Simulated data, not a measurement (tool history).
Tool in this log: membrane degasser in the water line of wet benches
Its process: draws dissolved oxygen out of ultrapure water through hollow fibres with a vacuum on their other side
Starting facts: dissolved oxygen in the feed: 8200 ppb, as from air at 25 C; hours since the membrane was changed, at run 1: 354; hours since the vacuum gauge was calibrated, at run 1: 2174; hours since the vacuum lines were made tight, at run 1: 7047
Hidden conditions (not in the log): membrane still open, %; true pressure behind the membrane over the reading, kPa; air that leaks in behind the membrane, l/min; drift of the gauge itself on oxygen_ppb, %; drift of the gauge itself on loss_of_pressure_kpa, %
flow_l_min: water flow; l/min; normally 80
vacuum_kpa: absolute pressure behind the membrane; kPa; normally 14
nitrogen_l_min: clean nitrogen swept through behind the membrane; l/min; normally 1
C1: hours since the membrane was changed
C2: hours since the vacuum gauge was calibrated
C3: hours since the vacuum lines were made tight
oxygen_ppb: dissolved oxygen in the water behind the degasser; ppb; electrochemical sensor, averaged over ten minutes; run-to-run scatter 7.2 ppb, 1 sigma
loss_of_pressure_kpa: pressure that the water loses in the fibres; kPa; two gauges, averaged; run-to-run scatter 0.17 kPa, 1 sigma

{"run": 1, "hour": 0.0, "flow_l_min": 80, "vacuum_kpa": 14, "nitrogen_l_min": 1, "C1": 354, "C2": 2174, "C3": 7047, "oxygen_ppb": 1321.2, "loss_of_pressure_kpa": 27.25}
{"run": 2, "hour": 83.7, "flow_l_min": 80, "vacuum_kpa": 14, "nitrogen_l_min": 1, "C1": 437, "C2": 2258, "C3": 7130, "oxygen_ppb": 1330.5, "loss_of_pressure_kpa": 27.67}
{"run": 3, "hour": 144.8, "flow_l_min": 80, "vacuum_kpa": 14, "nitrogen_l_min": 1, "C1": 498, "C2": 2319, "C3": 7192, "oxygen_ppb": 1341.4, "loss_of_pressure_kpa": 27.61}
{"run": 4, "hour": 269.2, "flow_l_min": 80, "vacuum_kpa": 14, "nitrogen_l_min": 1, "C1": 623, "C2": 2443, "C3": 7316, "oxygen_ppb": 1323.5, "loss_of_pressure_kpa": 27.71}
{"run": 5, "hour": 374.6, "flow_l_min": 80, "vacuum_kpa": 14, "nitrogen_l_min": 1, "C1": 728, "C2": 2549, "C3": 7421, "oxygen_ppb": 1323.9, "loss_of_pressure_kpa": 27.54}
{"run": 6, "hour": 436.4, "flow_l_min": 80, "vacuum_kpa": 14, "nitrogen_l_min": 1, "C1": 790, "C2": 2610, "C3": 7483, "oxygen_ppb": 1314.3, "loss_of_pressure_kpa": 27.46}
{"run": 7, "hour": 532.8, "flow_l_min": 80, "vacuum_kpa": 14, "nitrogen_l_min": 1, "C1": 886, "C2": 2707, "C3": 7580, "oxygen_ppb": 1326.5, "loss_of_pressure_kpa": 27.47}
{"run": 8, "hour": 651.4, "flow_l_min": 118, "vacuum_kpa": 14, "nitrogen_l_min": 1.19, "C1": 1005, "C2": 2825, "C3": 7698, "oxygen_ppb": 1565.9, "loss_of_pressure_kpa": 40.58}
{"run": 9, "hour": 723.6, "flow_l_min": 80, "vacuum_kpa": 14, "nitrogen_l_min": 2.92, "C1": 1077, "C2": 2898, "C3": 7770, "oxygen_ppb": 638.7, "loss_of_pressure_kpa": 27.43}
{"run": 10, "hour": 826.4, "flow_l_min": 80, "vacuum_kpa": 14, "nitrogen_l_min": 2.92, "C1": 1180, "C2": 3000, "C3": 7873, "oxygen_ppb": 644.5, "loss_of_pressure_kpa": 27.53}
{"run": 11, "hour": 940.3, "flow_l_min": 123, "vacuum_kpa": 22, "nitrogen_l_min": 1.09, "C1": 1294, "C2": 3114, "C3": 7987, "oxygen_ppb": 2576.3, "loss_of_pressure_kpa": 42.57}

Branching from run 11: 5 alternative next runs. What would each branch give?
{"run": "A", "hour": 1018.5, "flow_l_min": 80, "vacuum_kpa": 25, "nitrogen_l_min": 1, "C1": 1372, "C2": 3193, "C3": 8065, "oxygen_ppb": "?", "loss_of_pressure_kpa": "?"}
{"run": "B", "hour": 1018.5, "flow_l_min": 49, "vacuum_kpa": 14, "nitrogen_l_min": 0.92, "C1": 1372, "C2": 3193, "C3": 8065, "oxygen_ppb": "?", "loss_of_pressure_kpa": "?"}
{"run": "C", "hour": 1018.5, "flow_l_min": 114, "vacuum_kpa": 14, "nitrogen_l_min": 1, "C1": 1372, "C2": 3193, "C3": 8065, "oxygen_ppb": "?", "loss_of_pressure_kpa": "?"}
{"run": "D", "hour": 1018.5, "flow_l_min": 123, "vacuum_kpa": 13.6, "nitrogen_l_min": 2.42, "C1": 1372, "C2": 3193, "C3": 8065, "oxygen_ppb": "?", "loss_of_pressure_kpa": "?"}
{"run": "E", "hour": 1018.5, "flow_l_min": 81, "vacuum_kpa": 29.2, "nitrogen_l_min": 1.13, "C1": 1372, "C2": 3193, "C3": 8065, "oxygen_ppb": "?", "loss_of_pressure_kpa": "?"}

run=A oxygen_ppb=2325.8 loss_of_pressure_kpa=27.43
run=B oxygen_ppb=992.7 loss_of_pressure_kpa=16.67
run=C oxygen_ppb=1683.9 loss_of_pressure_kpa=39.13
run=D oxygen_ppb=1058.8 loss_of_pressure_kpa=42.5
run=E oxygen_ppb=2508.4 loss_of_pressure_kpa=27.74
With no hidden state in the tool, these same runs would have given:
run=A oxygen_ppb=2325.6 loss_of_pressure_kpa=27.43
run=B oxygen_ppb=992.5 loss_of_pressure_kpa=16.67
run=C oxygen_ppb=1683.6 loss_of_pressure_kpa=39.13
run=D oxygen_ppb=1058.5 loss_of_pressure_kpa=42.5
run=E oxygen_ppb=2508.2 loss_of_pressure_kpa=27.74
